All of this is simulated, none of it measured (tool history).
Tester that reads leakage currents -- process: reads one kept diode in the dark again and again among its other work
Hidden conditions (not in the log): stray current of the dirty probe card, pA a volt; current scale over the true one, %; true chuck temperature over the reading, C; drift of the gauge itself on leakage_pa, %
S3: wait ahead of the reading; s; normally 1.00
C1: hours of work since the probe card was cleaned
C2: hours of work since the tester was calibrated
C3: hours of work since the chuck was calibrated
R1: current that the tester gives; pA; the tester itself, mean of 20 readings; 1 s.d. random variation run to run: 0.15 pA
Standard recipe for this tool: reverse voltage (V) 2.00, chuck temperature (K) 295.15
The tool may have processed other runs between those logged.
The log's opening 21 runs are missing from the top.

{"run": 22, "day": 137.183, "reverse voltage (V)": 4.0, "chuck temperature (K)": 299.15, "S3": 0.97, "C1": 2470, "C2": 931, "C3": 1366, "R1": 122.88}
{"day": 138.629, "done": "chuck's temperature calibrated"}
{"run": 23, "day": 146.95, "reverse voltage (V)": 2.0, "chuck temperature (K)": 311.15, "S3": 1.0, "C1": 2594, "C2": 1055, "C3": 106, "R1": 165.26}
{"run": 24, "day": 153.554, "reverse voltage (V)": 2.0, "chuck temperature (K)": 311.15, "S3": 1.0, "C1": 2678, "C2": 1139, "C3": 190, "R1": 166.62}
{"run": 25, "day": 163.242, "reverse voltage (V)": 12.82, "chuck temperature (K)": 333.15, "S3": 2.86, "C1": 2801, "C2": 1262, "C3": 314, "R1": 2170.82}
{"day": 164.233, "done": "probe card cleaned and baked"}
{"run": 26, "day": 172.833, "reverse voltage (V)": 8.42, "chuck temperature (K)": 301.15, "S3": 0.55, "C1": 110, "C2": 1383, "C3": 434, "R1": 218.8}
{"run": 27, "day": 177.954, "reverse voltage (V)": 19.96, "chuck temperature (K)": 301.15, "S3": 1.3, "C1": 175, "C2": 1448, "C3": 500, "R1": 386.46}
{"run": 28, "day": 183.646, "reverse voltage (V)": 3.08, "chuck temperature (K)": 295.15, "S3": 1.0, "C1": 247, "C2": 1521, "C3": 572, "R1": 77.25}
{"run": 29, "day": 192.842, "reverse voltage (V)": 1.34, "chuck temperature (K)": 295.15, "S3": 2.04, "C1": 365, "C2": 1638, "C3": 689, "R1": 45.36}
{"run": 30, "day": 199.146, "reverse voltage (V)": 3.67, "chuck temperature (K)": 304.15, "S3": 7.38, "C1": 445, "C2": 1718, "C3": 770, "R1": 161.65}
{"run": 31, "day": 205.188, "reverse voltage (V)": 3.67, "chuck temperature (K)": 304.15, "S3": 7.38, "C1": 522, "C2": 1795, "C3": 847, "R1": 163.55}
{"run": 32, "day": 209.558, "reverse voltage (V)": 3.67, "chuck temperature (K)": 304.15, "S3": 7.38, "C1": 578, "C2": 1851, "C3": 902, "R1": 164.2}
{"day": 211.533, "done": "probe card cleaned and baked, once more"}
{"run": 33, "day": 218.721, "reverse voltage (V)": 3.67, "chuck temperature (K)": 304.15, "S3": 7.38, "C1": 92, "C2": 1966, "C3": 1017, "R1": 153.08}
{"run": 34, "day": 226.062, "reverse voltage (V)": 2.0, "chuck temperature (K)": 295.15, "S3": 0.71, "C1": 185, "C2": 2060, "C3": 1111, "R1": 54.95}
{"run": 35, "day": 232.154, "reverse voltage (V)": 5.06, "chuck temperature (K)": 322.15, "S3": 1.0, "C1": 263, "C2": 2137, "C3": 1189, "R1": 672.94}
{"run": 36, "day": 241.938, "reverse voltage (V)": 2.0, "chuck temperature (K)": 308.15, "S3": 0.55, "C1": 387, "C2": 2262, "C3": 1313, "R1": 149.83}
{"run": 37, "day": 246.883, "reverse voltage (V)": 15.79, "chuck temperature (K)": 301.15, "S3": 1.0, "C1": 450, "C2": 2325, "C3": 1376, "R1": 311.67}
{"day": 247.508, "done": "tester calibrated"}
{"day": 247.592, "done": "chuck's temperature calibrated"}
{"run": 38, "day": 256.333, "reverse voltage (V)": 1.87, "chuck temperature (K)": 301.15, "S3": 5.79, "C1": 569, "C2": 111, "C3": 111, "R1": 72.32}
{"run": 39, "day": 261.704, "reverse voltage (V)": 1.87, "chuck temperature (K)": 301.15, "S3": 5.79, "C1": 637, "C2": 180, "C3": 180, "R1": 73.17}

Below are 3 alternative next runs, each starting from the tool's condition after run 39. Predict each:
{"run": "A", "day": 271.371, "reverse voltage (V)": 1.87, "chuck temperature (K)": 294.15, "S3": 5.79, "C1": 760, "C2": 303, "C3": 303, "R1": "?"}
{"run": "B", "day": 271.371, "reverse voltage (V)": 4.84, "chuck temperature (K)": 301.15, "S3": 3.35, "C1": 760, "C2": 303, "C3": 303, "R1": "?"}
{"run": "C", "day": 271.371, "reverse voltage (V)": 6.97, "chuck temperature (K)": 295.15, "S3": 1.0, "C1": 760, "C2": 303, "C3": 303, "R1": "?"}

run=A R1=43.15
run=B R1=130.83
run=C R1=104.46
The same runs, with their run-to-run variation unchanged, on a tool lacking any hidden condition would have given:
run=A R1=41.11
run=B R1=125.23
run=C R1=98.19
